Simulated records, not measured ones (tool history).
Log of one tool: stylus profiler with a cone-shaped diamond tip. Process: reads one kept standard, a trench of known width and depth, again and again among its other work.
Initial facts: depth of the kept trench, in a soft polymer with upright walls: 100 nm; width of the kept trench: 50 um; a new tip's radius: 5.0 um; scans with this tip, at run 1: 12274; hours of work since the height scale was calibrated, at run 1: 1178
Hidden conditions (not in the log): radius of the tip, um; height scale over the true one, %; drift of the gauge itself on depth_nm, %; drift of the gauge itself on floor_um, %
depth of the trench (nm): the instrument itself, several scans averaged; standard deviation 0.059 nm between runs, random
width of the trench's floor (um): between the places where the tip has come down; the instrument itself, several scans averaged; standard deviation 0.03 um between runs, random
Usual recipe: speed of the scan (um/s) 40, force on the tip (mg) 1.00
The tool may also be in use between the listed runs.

run,hour,speed of the scan (um/s),force on the tip (mg),scans with this tip,hours of work since the height scale was calibrated,depth of the trench (nm),width of the trench's floor (um)
1,0.0,40,1.00,12274,1178,100.44,46.45
2,23.3,40,1.00,12444,1194,100.34,46.42
3,45.6,40,1.00,12606,1210,100.25,46.41
4,81.0,40,1.00,12863,1234,100.33,46.35
5,114.7,40,1.00,13109,1258,100.33,46.30
6,138.3,40,1.00,13280,1274,100.37,46.33
7,162.4,40,1.00,13456,1291,100.28,46.34
8,187.9,35,1.00,13642,1309,100.33,46.37
9,222.7,40,2.44,13895,1333,100.92,46.44
10,238.2,40,2.44,14008,1344,101.01,46.42
11,254.2,40,0.91,14124,1355,100.26,46.22
12,284.2,40,0.91,14343,1376,100.28,46.19
13,317.2,40,0.91,14583,1399,100.30,46.21
14,342.5,40,2.09,14767,1417,100.89,46.36
15,357.8,40,1.00,14878,1428,100.31,46.20
16,387.6,40,1.83,15095,1448,100.74,46.29
17,417.5,40,1.83,15313,1469,100.54,46.30
18,441.5,40,1.83,15487,1486,100.65,46.32
19,457.6,40,1.83,15605,1497,100.76,46.22
20,489.5,40,1.03,15837,1520,100.24,46.20
21,510.8,40,1.03,15991,1535,100.17,46.12
# hour 521.8: new tip fitted, height scale calibrated
22,531.0,40,1.03,67,6,100.78,47.64
23,560.5,40,1.03,282,27,100.81,47.58

Run 24, settings as shown, results not yet in. Your forecast:
24,593.5,40,0.51,522,50,?,?

Run 24 measured depth of the trench (nm) 100.52, width of the trench's floor (um) 47.48.
Had the tool carried no hidden state, the very same run would have given depth of the trench (nm) 100.48, width of the trench's floor (um) 47.51.
